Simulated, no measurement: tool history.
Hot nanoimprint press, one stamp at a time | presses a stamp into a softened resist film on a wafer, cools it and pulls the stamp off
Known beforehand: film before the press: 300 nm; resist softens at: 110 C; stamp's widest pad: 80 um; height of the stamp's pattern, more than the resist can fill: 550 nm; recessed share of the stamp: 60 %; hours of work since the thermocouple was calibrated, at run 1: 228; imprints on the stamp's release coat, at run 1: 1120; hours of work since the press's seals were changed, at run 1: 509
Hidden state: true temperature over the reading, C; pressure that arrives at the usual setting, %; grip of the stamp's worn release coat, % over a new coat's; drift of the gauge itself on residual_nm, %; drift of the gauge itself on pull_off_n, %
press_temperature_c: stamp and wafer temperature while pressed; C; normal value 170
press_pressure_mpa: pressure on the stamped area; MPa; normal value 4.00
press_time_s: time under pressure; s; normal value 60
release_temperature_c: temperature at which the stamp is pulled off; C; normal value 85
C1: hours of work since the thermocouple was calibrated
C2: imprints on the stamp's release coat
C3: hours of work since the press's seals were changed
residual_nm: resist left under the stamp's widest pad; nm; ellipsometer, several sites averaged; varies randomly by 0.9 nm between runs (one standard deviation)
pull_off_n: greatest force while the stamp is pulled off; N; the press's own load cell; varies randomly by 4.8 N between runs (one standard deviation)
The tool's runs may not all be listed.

{"run": 1, "hour": 0.0, "press_temperature_c": 170, "press_pressure_mpa": 4.0, "press_time_s": 60, "release_temperature_c": 85, "C1": 228, "C2": 1120, "C3": 509, "residual_nm": 136.9, "pull_off_n": 281}
{"run": 2, "hour": 6.7, "press_temperature_c": 170, "press_pressure_mpa": 4.0, "press_time_s": 60, "release_temperature_c": 85, "C1": 233, "C2": 1155, "C3": 515, "residual_nm": 136.1, "pull_off_n": 298}
{"run": 3, "hour": 15.7, "press_temperature_c": 170, "press_pressure_mpa": 4.0, "press_time_s": 60, "release_temperature_c": 85, "C1": 240, "C2": 1202, "C3": 522, "residual_nm": 136.4, "pull_off_n": 298}
{"run": 4, "hour": 24.6, "press_temperature_c": 170, "press_pressure_mpa": 4.0, "press_time_s": 60, "release_temperature_c": 85, "C1": 247, "C2": 1248, "C3": 529, "residual_nm": 136.2, "pull_off_n": 307}
{"run": 5, "hour": 39.3, "press_temperature_c": 170, "press_pressure_mpa": 4.0, "press_time_s": 102, "release_temperature_c": 85, "C1": 259, "C2": 1325, "C3": 541, "residual_nm": 112.1, "pull_off_n": 300}
{"run": 6, "hour": 46.0, "press_temperature_c": 170, "press_pressure_mpa": 4.0, "press_time_s": 60, "release_temperature_c": 85, "C1": 264, "C2": 1360, "C3": 546, "residual_nm": 138.8, "pull_off_n": 284}
{"run": 7, "hour": 57.2, "press_temperature_c": 170, "press_pressure_mpa": 4.0, "press_time_s": 60, "release_temperature_c": 85, "C1": 273, "C2": 1419, "C3": 555, "residual_nm": 137.4, "pull_off_n": 294}
{"run": 8, "hour": 68.0, "press_temperature_c": 170, "press_pressure_mpa": 4.0, "press_time_s": 60, "release_temperature_c": 85, "C1": 282, "C2": 1475, "C3": 564, "residual_nm": 139.5, "pull_off_n": 311}
{"run": 9, "hour": 81.1, "press_temperature_c": 170, "press_pressure_mpa": 4.0, "press_time_s": 60, "release_temperature_c": 85, "C1": 292, "C2": 1544, "C3": 574, "residual_nm": 138.4, "pull_off_n": 309}
{"hour": 85.4, "done": "plate thermocouple calibrated"}
{"run": 10, "hour": 97.5, "press_temperature_c": 170, "press_pressure_mpa": 4.0, "press_time_s": 60, "release_temperature_c": 85, "C1": 10, "C2": 1614, "C3": 585, "residual_nm": 147.1, "pull_off_n": 320}
{"run": 11, "hour": 108.0, "press_temperature_c": 170, "press_pressure_mpa": 4.0, "press_time_s": 33, "release_temperature_c": 85, "C1": 18, "C2": 1669, "C3": 593, "residual_nm": 181.7, "pull_off_n": 318}
{"run": 12, "hour": 121.3, "press_temperature_c": 170, "press_pressure_mpa": 4.0, "press_time_s": 60, "release_temperature_c": 85, "C1": 29, "C2": 1739, "C3": 604, "residual_nm": 148.2, "pull_off_n": 318}
{"run": 13, "hour": 128.1, "press_temperature_c": 170, "press_pressure_mpa": 4.0, "press_time_s": 60, "release_temperature_c": 85, "C1": 34, "C2": 1774, "C3": 609, "residual_nm": 146.0, "pull_off_n": 304}
{"run": 14, "hour": 141.7, "press_temperature_c": 170, "press_pressure_mpa": 4.0, "press_time_s": 60, "release_temperature_c": 85, "C1": 45, "C2": 1845, "C3": 620, "residual_nm": 148.9, "pull_off_n": 331}
{"run": 15, "hour": 156.7, "press_temperature_c": 170, "press_pressure_mpa": 4.0, "press_time_s": 41, "release_temperature_c": 85, "C1": 57, "C2": 1923, "C3": 632, "residual_nm": 171.0, "pull_off_n": 325}
{"run": 16, "hour": 169.0, "press_temperature_c": 170, "press_pressure_mpa": 4.0, "press_time_s": 50, "release_temperature_c": 85, "C1": 67, "C2": 1988, "C3": 642, "residual_nm": 159.9, "pull_off_n": 325}
{"hour": 177.4, "done": "plate thermocouple calibrated, once more"}
{"run": 17, "hour": 184.1, "press_temperature_c": 170, "press_pressure_mpa": 4.0, "press_time_s": 50, "release_temperature_c": 85, "C1": 5, "C2": 2051, "C3": 652, "residual_nm": 137.1, "pull_off_n": 330}
{"run": 18, "hour": 191.7, "press_temperature_c": 179, "press_pressure_mpa": 4.0, "press_time_s": 58, "release_temperature_c": 85, "C1": 11, "C2": 2091, "C3": 658, "residual_nm": 72.4, "pull_off_n": 333}
{"run": 19, "hour": 203.2, "press_temperature_c": 170, "press_pressure_mpa": 4.0, "press_time_s": 34, "release_temperature_c": 85, "C1": 21, "C2": 2151, "C3": 667, "residual_nm": 156.5, "pull_off_n": 329}
{"hour": 212.8, "done": "stamp cleaned and given a new release coat"}
{"run": 20, "hour": 217.1, "press_temperature_c": 170, "press_pressure_mpa": 4.0, "press_time_s": 34, "release_temperature_c": 85, "C1": 27, "C2": 22, "C3": 673, "residual_nm": 160.3, "pull_off_n": 234}
{"run": 21, "hour": 230.6, "press_temperature_c": 170, "press_pressure_mpa": 4.0, "press_time_s": 34, "release_temperature_c": 85, "C1": 38, "C2": 93, "C3": 684, "residual_nm": 156.3, "pull_off_n": 245}
{"hour": 241.0, "done": "press's hydraulic seals changed and the load cell set to zero"}
{"run": 22, "hour": 245.9, "press_temperature_c": 163, "press_pressure_mpa": 3.92, "press_time_s": 87, "release_temperature_c": 85, "C1": 44, "C2": 131, "C3": 4, "residual_nm": 173.0, "pull_off_n": 249}
{"run": 23, "hour": 256.6, "press_temperature_c": 171, "press_pressure_mpa": 4.0, "press_time_s": 60, "release_temperature_c": 88, "C1": 52, "C2": 187, "C3": 12, "residual_nm": 118.1, "pull_off_n": 234}
{"run": 24, "hour": 272.5, "press_temperature_c": 171, "press_pressure_mpa": 4.73, "press_time_s": 58, "release_temperature_c": 92, "C1": 65, "C2": 270, "C3": 25, "residual_nm": 111.6, "pull_off_n": 244}
{"run": 25, "hour": 287.3, "press_temperature_c": 171, "press_pressure_mpa": 4.73, "press_time_s": 58, "release_temperature_c": 92, "C1": 77, "C2": 347, "C3": 37, "residual_nm": 112.1, "pull_off_n": 235}
{"run": 26, "hour": 299.2, "press_temperature_c": 170, "press_pressure_mpa": 5.25, "press_time_s": 60, "release_temperature_c": 85, "C1": 86, "C2": 410, "C3": 47, "residual_nm": 112.5, "pull_off_n": 253}
{"run": 27, "hour": 307.3, "press_temperature_c": 170, "press_pressure_mpa": 3.35, "press_time_s": 60, "release_temperature_c": 85, "C1": 93, "C2": 452, "C3": 53, "residual_nm": 136.3, "pull_off_n": 257}
{"run": 28, "hour": 317.6, "press_temperature_c": 170, "press_pressure_mpa": 3.35, "press_time_s": 60, "release_temperature_c": 85, "C1": 101, "C2": 506, "C3": 61, "residual_nm": 137.4, "pull_off_n": 248}
{"run": 29, "hour": 325.4, "press_temperature_c": 165, "press_pressure_mpa": 4.94, "press_time_s": 97, "release_temperature_c": 81, "C1": 107, "C2": 547, "C3": 67, "residual_nm": 135.3, "pull_off_n": 269}

Below are 3 alternative next runs, each starting from the tool's condition after run 29. Predict each:
{"run": "A", "hour": 332.9, "press_temperature_c": 166, "press_pressure_mpa": 4.94, "press_time_s": 60, "release_temperature_c": 88, "C1": 113, "C2": 586, "C3": 73, "residual_nm": "?", "pull_off_n": "?"}
{"run": "B", "hour": 332.9, "press_temperature_c": 169, "press_pressure_mpa": 4.97, "press_time_s": 60, "release_temperature_c": 84, "C1": 113, "C2": 586, "C3": 73, "residual_nm": "?", "pull_off_n": "?"}
{"run": "C", "hour": 332.9, "press_temperature_c": 170, "press_pressure_mpa": 2.64, "press_time_s": 60, "release_temperature_c": 84, "C1": 113, "C2": 586, "C3": 73, "residual_nm": "?", "pull_off_n": "?"}

run=A residual_nm=153.4 pull_off_n=246
run=B residual_nm=124.2 pull_off_n=263
run=C residual_nm=153.1 pull_off_n=256
The same runs, with their run-to-run variation unchanged, on a tool lacking any hidden condition would have given:
run=A residual_nm=149.4 pull_off_n=221
run=B residual_nm=120.8 pull_off_n=237
run=C residual_nm=149.6 pull_off_n=230
